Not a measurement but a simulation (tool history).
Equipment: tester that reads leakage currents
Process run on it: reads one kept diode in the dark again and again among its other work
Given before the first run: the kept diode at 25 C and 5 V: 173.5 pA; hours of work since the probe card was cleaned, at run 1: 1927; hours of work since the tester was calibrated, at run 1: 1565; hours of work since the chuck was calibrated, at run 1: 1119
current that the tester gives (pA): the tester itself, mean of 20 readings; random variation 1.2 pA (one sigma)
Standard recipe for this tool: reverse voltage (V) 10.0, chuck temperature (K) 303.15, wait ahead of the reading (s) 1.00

run,day,reverse voltage (V),chuck temperature (K),wait ahead of the reading (s),hours of work since the probe card was cleaned,hours of work since the tester was calibrated,hours of work since the chuck was calibrated,current that the tester gives (pA)
1,0.000,10.0,303.15,1.00,1927,1565,1119,413.68
2,4.496,10.0,303.15,1.00,1985,1623,1177,414.10
3,10.079,10.0,303.15,1.00,2056,1694,1248,414.84
4,13.367,10.0,303.15,1.00,2098,1736,1290,411.87
5,19.562,10.0,303.15,1.00,2177,1815,1369,412.93
# day 23.950: probe card cleaned and baked
6,25.538,9.3,303.15,1.00,20,1890,1444,394.45
# day 28.304: chuck's temperature calibrated
7,30.871,9.3,303.15,1.00,87,1957,33,395.83
8,34.150,9.3,303.15,1.00,129,1999,75,398.93
9,38.608,10.0,303.15,2.31,186,2056,132,412.20
10,43.483,10.0,303.15,1.00,248,2118,194,412.28
11,48.025,10.0,303.15,1.00,306,2176,252,415.45
12,54.321,10.0,303.15,1.00,387,2256,332,411.77
13,58.471,2.6,303.15,1.00,440,2309,385,193.63
14,61.104,2.6,303.15,1.00,473,2343,419,192.95
15,65.938,10.0,303.15,1.00,535,2405,481,413.14
16,69.304,10.0,303.15,1.00,578,2448,524,413.53
17,73.146,10.0,303.15,2.77,627,2497,573,412.99
# day 74.292: tester calibrated
18,77.092,16.8,303.15,2.77,677,36,622,554.24
19,81.596,16.8,325.15,2.71,734,93,680,3791.42
20,86.392,16.8,325.15,2.71,795,155,741,3814.67
21,90.717,8.2,297.15,2.71,851,210,796,207.28
22,95.742,8.2,296.15,2.71,915,274,860,189.78
23,100.833,8.2,296.15,2.71,980,339,925,188.93
24,103.638,13.8,331.15,2.04,1016,375,961,5466.66
25,106.850,10.0,325.15,5.87,1057,416,1002,2838.75
26,110.996,15.5,293.15,1.20,1109,469,1055,201.59
27,116.083,1.2,297.15,1.58,1174,534,1120,70.19
28,120.404,3.1,297.15,1.58,1230,589,1175,119.87
29,124.300,3.1,297.15,1.58,1279,639,1225,119.79
30,130.212,3.1,302.15,1.58,1355,714,1300,193.76
31,132.762,15.5,296.15,0.30,1387,747,1333,273.84
32,138.938,3.2,293.15,1.02,1466,826,1412,82.07
33,143.283,3.2,293.15,1.02,1522,881,1467,82.02
# day 144.367: chuck's temperature calibrated
34,148.879,17.5,302.15,7.68,1592,951,58,516.75
35,153.642,6.4,308.15,1.00,1653,1012,118,509.26

Alternative continuations, all from the tool just after run 35; predict every row:
A,159.442,10.0,303.15,0.39,1727,1086,193,?
B,159.442,1.6,295.15,8.81,1727,1086,193,?
C,159.442,2.5,297.15,1.31,1727,1086,193,?
D,159.442,2.2,303.15,4.63,1727,1086,193,?

run,current that the tester gives (pA)
A,413.00
B,67.98
C,106.71
D,175.52
What these runs would have given with no unlogged condition in the tool:
run,current that the tester gives (pA)
A,413.18
B,68.01
C,106.76
D,175.61

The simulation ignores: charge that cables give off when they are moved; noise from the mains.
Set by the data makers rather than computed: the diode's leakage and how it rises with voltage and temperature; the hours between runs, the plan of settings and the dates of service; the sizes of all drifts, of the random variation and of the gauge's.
